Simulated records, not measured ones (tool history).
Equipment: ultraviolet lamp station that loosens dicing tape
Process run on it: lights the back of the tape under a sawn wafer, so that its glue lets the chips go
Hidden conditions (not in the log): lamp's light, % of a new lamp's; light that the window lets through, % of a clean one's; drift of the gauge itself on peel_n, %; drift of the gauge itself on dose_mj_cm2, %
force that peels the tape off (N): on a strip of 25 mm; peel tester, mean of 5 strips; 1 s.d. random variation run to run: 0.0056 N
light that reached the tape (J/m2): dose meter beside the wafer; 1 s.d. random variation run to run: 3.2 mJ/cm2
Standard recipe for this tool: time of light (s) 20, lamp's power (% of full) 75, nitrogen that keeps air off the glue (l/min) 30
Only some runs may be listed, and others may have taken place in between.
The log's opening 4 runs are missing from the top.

run,hour,time of light (s),lamp's power (% of full),nitrogen that keeps air off the glue (l/min),hours of work of the lamp,hours of work since the window was cleaned,force that peels the tape off (N),light that reached the tape (J/m2)
5,330.6,20,75,30,687,216,0.182,3930
6,388.3,20,75,30,711,240,0.197,3860
7,449.4,20,75,23,736,265,0.25,3810
8,502.4,20,75,41,758,287,0.169,3740
9,578.8,20,75,41,790,319,0.174,3710
10,647.3,20,75,41,819,348,0.17,3660
11,751.2,20,75,41,863,392,0.18,3560
12,798.1,20,75,41,882,411,0.175,3570
13,860.5,20,75,41,908,437,0.189,3470
# hour 883.5: window cleaned of glue's vapour
14,905.1,20,70,30,927,9,0.242,3530
15,959.7,20,70,30,950,32,0.231,3510
16,1032.4,20,94,30,980,62,0.149,4650
17,1084.3,20,94,30,1002,84,0.136,4590
18,1180.2,20,75,44,1042,124,0.179,3540
19,1270.6,20,92,30,1080,162,0.171,4250
20,1332,20,92,30,1105,188,0.161,4250
21,1425.9,20,92,30,1145,227,0.186,4160
22,1468.5,20,73,30,1162,245,0.267,3270
23,1537,20,73,30,1191,273,0.269,3190
24,1602.8,13,70,30,1219,301,0.642,1990

Forecast run 25:
25,1681.9,20,88,20,1252,334,?,?

{"run 25": {"force that peels the tape off (N)": 0.285, "light that reached the tape (J/m2)": 3810}}
The same run, on a tool lacking any hidden state, would have yielded force that peels the tape off (N) 0.138, light that reached the tape (J/m2) 5800.
